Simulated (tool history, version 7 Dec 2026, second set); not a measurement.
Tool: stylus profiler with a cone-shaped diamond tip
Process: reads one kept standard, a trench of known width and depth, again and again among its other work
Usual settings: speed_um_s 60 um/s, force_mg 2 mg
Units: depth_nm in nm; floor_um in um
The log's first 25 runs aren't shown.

run   hour  speed_um_s  force_mg  depth_nm  floor_um
 26  374.8          73      5.23    204.81     47.78
 27  384.7          73      5.23    204.73     47.77
     387.9  -- height scale calibrated on a step standard, once more
 28  394.2          47      0.76    201.29     47.68
 29  416.5          54      1.48    201.99     47.66
 30  434.5          54      1.48    201.99     47.63
 31  456.1          54      1.48       202      47.6
 32  471.2          50      2.25    202.64     47.64
 33  485.3          32      0.67    201.13     47.63
 34  504.4          59      1.49    202.06     47.58
 35  525.6          60      2.01    202.45     47.51
 36  540.7          23      5.79    204.96     47.71
 37  551.7          15      0.98    201.48     47.67
 38  562.8         115       1.1     201.6     47.01
 39  575.9         146      3.27    203.35      47.2
 40  590.2         146      3.27    203.51     47.15

5 ways to go on from here, each from the tool as it stands after run 40. What would each give?
  A  605.3         146      1.68         ?         ?
  B  605.3          99      1.43         ?         ?
  C  605.3          60      0.99         ?         ?
  D  605.3         146      2.58         ?         ?
  E  605.3         146      3.04         ?         ?

run  depth_nm  floor_um
  A    202.14     46.93
  B    201.95     47.08
  C    201.44     47.28
  D    202.82      47.1
  E    203.22     47.15
Without the tool's hidden state the same runs would have given:
run  depth_nm  floor_um
  A    202.21      47.5
  B    202.02     47.65
  C    201.51     47.85
  D    202.89     47.67
  E    203.29     47.72
